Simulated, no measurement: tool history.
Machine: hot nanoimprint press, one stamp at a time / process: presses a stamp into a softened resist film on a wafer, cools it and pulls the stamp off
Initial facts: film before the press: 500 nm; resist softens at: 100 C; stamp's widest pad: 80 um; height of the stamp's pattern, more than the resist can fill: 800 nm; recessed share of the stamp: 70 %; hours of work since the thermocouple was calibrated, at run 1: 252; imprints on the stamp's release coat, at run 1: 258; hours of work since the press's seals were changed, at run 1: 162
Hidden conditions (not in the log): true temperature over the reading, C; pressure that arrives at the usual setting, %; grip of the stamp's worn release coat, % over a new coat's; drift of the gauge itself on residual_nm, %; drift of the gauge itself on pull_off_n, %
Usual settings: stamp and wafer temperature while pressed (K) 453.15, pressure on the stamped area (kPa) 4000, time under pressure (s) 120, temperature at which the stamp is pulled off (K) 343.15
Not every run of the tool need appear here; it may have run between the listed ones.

| run | day | stamp and wafer temperature while pressed (K) | pressure on the stamped area (kPa) | time under pressure (s) | temperature at which the stamp is pulled off (K) | hours of work since the thermocouple was calibrated | imprints on the stamp's release coat | hours of work since the press's seals were changed | resist left under the stamp's widest pad (angstrom) | greatest force while the stamp is pulled off (N) |
|---|---|---|---|---|---|---|---|---|---|---|
| 1 | 0 | 453.15 | 4000 | 120 | 343.15 | 252 | 258 | 162 | 2276 | 115 |
| 2 | 1.079 | 453.15 | 4000 | 120 | 343.15 | 272 | 392 | 181 | 2266 | 112 |
| 3 | 2.925 | 453.15 | 4000 | 120 | 343.15 | 305 | 622 | 215 | 2232 | 116 |
| 4 | 4.046 | 453.15 | 4000 | 120 | 343.15 | 325 | 761 | 235 | 2230 | 113 |
| 5 | 5.675 | 453.15 | 4000 | 120 | 343.15 | 354 | 963 | 264 | 2199 | 117 |
| 6 | 7.021 | 453.15 | 4000 | 120 | 337.15 | 379 | 1130 | 288 | 2201 | 136 |
|  | 7.546 | stamp cleaned and given a new release coat |
| 7 | 8.367 | 453.15 | 4000 | 120 | 348.15 | 398 | 102 | 308 | 2228 | 97 |
| 8 | 9.579 | 455.15 | 4000 | 120 | 343.15 | 420 | 253 | 330 | 2023 | 111 |
| 9 | 10.638 | 455.15 | 4000 | 120 | 343.15 | 439 | 384 | 349 | 1978 | 112 |
|  | 11.125 | plate thermocouple calibrated |
| 10 | 12.162 | 455.15 | 4000 | 120 | 343.15 | 19 | 558 | 374 | 2179 | 118 |
| 11 | 14.05 | 453.15 | 4000 | 120 | 343.15 | 53 | 793 | 408 | 2354 | 121 |
| 12 | 16.025 | 453.15 | 4850 | 120 | 343.15 | 88 | 1038 | 444 | 2154 | 125 |
|  | 17.258 | stamp cleaned and given a new release coat |
| 13 | 17.312 | 453.15 | 4850 | 120 | 343.15 | 107 | 7 | 462 | 2136 | 114 |
| 14 | 18.304 | 451.15 | 4850 | 120 | 343.15 | 125 | 130 | 480 | 2334 | 113 |
| 15 | 20.342 | 451.15 | 4850 | 120 | 343.15 | 161 | 383 | 517 | 2312 | 116 |
| 16 | 21.612 | 451.15 | 4850 | 120 | 346.15 | 184 | 541 | 540 | 2317 | 107 |
| 17 | 22.596 | 451.15 | 4850 | 120 | 346.15 | 202 | 663 | 557 | 2313 | 109 |
| 18 | 23.992 | 456.15 | 4000 | 120 | 343.15 | 227 | 836 | 582 | 2016 | 117 |
| 19 | 25.404 | 456.15 | 4660 | 66 | 345.15 | 252 | 1012 | 608 | 2323 | 112 |
|  | 26.875 | stamp cleaned and given a new release coat |
| 20 | 27.588 | 443.15 | 3040 | 218 | 346.15 | 287 | 89 | 643 | 3200 | 104 |
| 21 | 28.825 | 442.15 | 3040 | 159 | 339.15 | 309 | 242 | 665 | 3554 | 123 |
| 22 | 29.683 | 453.15 | 4270 | 106 | 344.15 | 325 | 349 | 680 | 2281 | 107 |
| 23 | 31 | 462.15 | 5280 | 75 | 343.15 | 349 | 513 | 704 | 1584 | 114 |
| 24 | 32.85 | 462.15 | 5280 | 75 | 343.15 | 382 | 742 | 737 | 1572 | 116 |
| 25 | 33.712 | 462.15 | 5280 | 178 | 343.15 | 397 | 849 | 753 | 1101 | 114 |
| 26 | 35.083 | 453.15 | 4640 | 178 | 343.15 | 422 | 1019 | 778 | 1790 | 117 |
|  | 36.492 | stamp cleaned and given a new release coat |
|  | 36.788 | plate thermocouple calibrated |
| 27 | 37.471 | 443.15 | 2530 | 89 | 349.15 | 12 | 105 | 814 | 4220 | 99 |
| 28 | 38.725 | 443.15 | 2530 | 89 | 349.15 | 35 | 261 | 836 | 4156 | 99 |
| 29 | 40.3 | 455.15 | 4000 | 72 | 343.15 | 63 | 457 | 865 | 2606 | 115 |

Branching from run 29: 5 alternative next runs. What would each branch give?
| A | 42.171 | 455.15 | 2700 | 85 | 343.15 | 97 | 689 | 898 | ? | ? |
| B | 42.171 | 453.15 | 4210 | 120 | 343.15 | 97 | 689 | 898 | ? | ? |
| C | 42.171 | 453.15 | 4510 | 120 | 343.15 | 97 | 689 | 898 | ? | ? |
| D | 42.171 | 455.15 | 4000 | 78 | 343.15 | 97 | 689 | 898 | ? | ? |
| E | 42.171 | 451.15 | 4230 | 95 | 343.15 | 97 | 689 | 898 | ? | ? |

| run | resist left under the stamp's widest pad (angstrom) | greatest force while the stamp is pulled off (N) |
|---|---|---|
| A | 2904 | 118 |
| B | 2312 | 121 |
| C | 2242 | 121 |
| D | 2534 | 118 |
| E | 2702 | 115 |
The same runs, with their run-to-run variation unchanged, on a tool lacking any hidden condition would have given:
| run | resist left under the stamp's widest pad (angstrom) | greatest force while the stamp is pulled off (N) |
|---|---|---|
| A | 2900 | 114 |
| B | 2283 | 117 |
| C | 2209 | 117 |
| D | 2507 | 114 |
| E | 2673 | 111 |

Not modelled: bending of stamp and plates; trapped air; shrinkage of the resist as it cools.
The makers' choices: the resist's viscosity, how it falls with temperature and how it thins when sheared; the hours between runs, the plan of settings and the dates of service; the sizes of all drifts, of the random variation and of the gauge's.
